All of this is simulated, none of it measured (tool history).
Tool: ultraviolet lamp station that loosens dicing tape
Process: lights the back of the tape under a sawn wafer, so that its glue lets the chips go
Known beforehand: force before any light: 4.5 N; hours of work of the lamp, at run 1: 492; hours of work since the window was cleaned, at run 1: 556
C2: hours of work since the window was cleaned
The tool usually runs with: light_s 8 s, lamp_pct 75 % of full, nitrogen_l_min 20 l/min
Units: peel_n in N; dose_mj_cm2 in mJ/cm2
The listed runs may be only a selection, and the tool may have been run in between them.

Run 1, hour 0: usual settings; hours of work of the lamp 492; C2 556. Result: peel_n 0.93 N, dose_mj_cm2 307 mJ/cm2.
At hour 7.9: window cleaned of glue's vapour.
Run 2, hour 12.6: usual settings but nitrogen_l_min 32 l/min; hours of work of the lamp 500; C2 3. Result: peel_n 0.541 N, dose_mj_cm2 363 mJ/cm2.
Run 3, hour 29.8: usual settings but nitrogen_l_min 32 l/min; hours of work of the lamp 512; C2 15. Result: peel_n 0.554 N, dose_mj_cm2 356 mJ/cm2.
Run 4, hour 49.1: usual settings but nitrogen_l_min 32 l/min; hours of work of the lamp 525; C2 28. Result: peel_n 0.537 N, dose_mj_cm2 356 mJ/cm2.
Run 5, hour 71.5: usual settings but nitrogen_l_min 11 l/min; hours of work of the lamp 541; C2 44. Result: peel_n 1.116 N, dose_mj_cm2 351 mJ/cm2.
Run 6, hour 87.5: usual settings but nitrogen_l_min 11 l/min; hours of work of the lamp 552; C2 55. Result: peel_n 1.08 N, dose_mj_cm2 349 mJ/cm2.
Run 7, hour 102.4: usual settings but nitrogen_l_min 11 l/min; hours of work of the lamp 562; C2 65. Result: peel_n 1.097 N, dose_mj_cm2 348 mJ/cm2.
Run 8, hour 115.3: usual settings but nitrogen_l_min 11 l/min; hours of work of the lamp 571; C2 74. Result: peel_n 1.115 N, dose_mj_cm2 346 mJ/cm2.
Run 9, hour 135.1: usual settings but nitrogen_l_min 11 l/min; hours of work of the lamp 584; C2 87. Result: peel_n 1.14 N, dose_mj_cm2 341 mJ/cm2.
Run 10, hour 153.6: usual settings but nitrogen_l_min 11 l/min; hours of work of the lamp 597; C2 100. Result: peel_n 1.11 N, dose_mj_cm2 336 mJ/cm2.
Run 11, hour 163.4: usual settings but nitrogen_l_min 35 l/min; hours of work of the lamp 604; C2 106. Result: peel_n 0.575 N, dose_mj_cm2 337 mJ/cm2.
Run 12, hour 177.2: usual settings but nitrogen_l_min 35 l/min; hours of work of the lamp 613; C2 116. Result: peel_n 0.567 N, dose_mj_cm2 336 mJ/cm2.
Run 13, hour 193.8: usual settings but nitrogen_l_min 35 l/min; hours of work of the lamp 624; C2 127. Result: peel_n 0.582 N, dose_mj_cm2 338 mJ/cm2.
Run 14, hour 214.8: usual settings but lamp_pct 80 % of full, nitrogen_l_min 9 l/min; hours of work of the lamp 639; C2 142. Result: peel_n 1.164 N, dose_mj_cm2 356 mJ/cm2.
Run 15, hour 228.9: usual settings but lamp_pct 80 % of full, nitrogen_l_min 9 l/min; hours of work of the lamp 648; C2 151. Result: peel_n 1.16 N, dose_mj_cm2 356 mJ/cm2.
Run 16, hour 246.6: usual settings but nitrogen_l_min 25 l/min; hours of work of the lamp 661; C2 163. Result: peel_n 0.764 N, dose_mj_cm2 329 mJ/cm2.
Run 17, hour 268.3: usual settings but lamp_pct 96 % of full, nitrogen_l_min 38 l/min; hours of work of the lamp 675; C2 178. Result: peel_n 0.379 N, dose_mj_cm2 424 mJ/cm2.
Run 18, hour 285: usual settings but light_s 5 s, lamp_pct 72 % of full, nitrogen_l_min 15 l/min; hours of work of the lamp 687; C2 190. Result: peel_n 1.797 N, dose_mj_cm2 198 mJ/cm2.
Run 19, hour 296.1: usual settings but lamp_pct 74 % of full, nitrogen_l_min 12 l/min; hours of work of the lamp 694; C2 197. Result: peel_n 1.21 N, dose_mj_cm2 325 mJ/cm2.
Run 20, hour 311.1: usual settings but lamp_pct 74 % of full, nitrogen_l_min 12 l/min; hours of work of the lamp 705; C2 207. Result: peel_n 1.187 N, dose_mj_cm2 324 mJ/cm2.
Run 21, hour 322.4: usual settings but lamp_pct 91 % of full, nitrogen_l_min 24 l/min; hours of work of the lamp 712; C2 215. Result: peel_n 0.548 N, dose_mj_cm2 391 mJ/cm2.
Run 22, hour 335.1: usual settings but light_s 7 s, nitrogen_l_min 12 l/min; hours of work of the lamp 721; C2 224. Result: peel_n 1.375 N, dose_mj_cm2 281 mJ/cm2.
Run 23, hour 353.7: usual settings but light_s 10 s, lamp_pct 73 % of full, nitrogen_l_min 13 l/min; hours of work of the lamp 734; C2 237. Result: peel_n 0.863 N, dose_mj_cm2 385 mJ/cm2.
Run 24, hour 368.6: usual settings but light_s 10 s, lamp_pct 73 % of full, nitrogen_l_min 13 l/min; hours of work of the lamp 744; C2 247. Result: peel_n 0.873 N, dose_mj_cm2 384 mJ/cm2.
Run 25, hour 378.4: usual settings but lamp_pct 88 % of full, nitrogen_l_min 29 l/min; hours of work of the lamp 751; C2 254. Result: peel_n 0.547 N, dose_mj_cm2 375 mJ/cm2.

Consider 4 possible next runs. They are alternatives, not a sequence: every one starts from the tool as it was left by run 25. What does each give?
Run A, hour 393.7: usual settings but nitrogen_l_min 10 l/min; hours of work of the lamp 761; C2 264. Result: peel_n ?, dose_mj_cm2 ?.
Run B, hour 393.7: usual settings but lamp_pct 66 % of full, nitrogen_l_min 29 l/min; hours of work of the lamp 761; C2 264. Result: peel_n ?, dose_mj_cm2 ?.
Run C, hour 393.7: usual settings but light_s 15 s, nitrogen_l_min 31 l/min; hours of work of the lamp 761; C2 264. Result: peel_n ?, dose_mj_cm2 ?.
Run D, hour 393.7: usual settings but nitrogen_l_min 7 l/min; hours of work of the lamp 761; C2 264. Result: peel_n ?, dose_mj_cm2 ?.

run  peel_n  dose_mj_cm2
  A   1.284          313
  B   0.875          275
  C   0.232          586
  D   1.625          313
Stripped of hidden state, with their random variation kept, the same runs would have yielded:
run  peel_n  dose_mj_cm2
  A   0.904          410
  B   0.567          361
  C    0.17          768
  D   1.191          410

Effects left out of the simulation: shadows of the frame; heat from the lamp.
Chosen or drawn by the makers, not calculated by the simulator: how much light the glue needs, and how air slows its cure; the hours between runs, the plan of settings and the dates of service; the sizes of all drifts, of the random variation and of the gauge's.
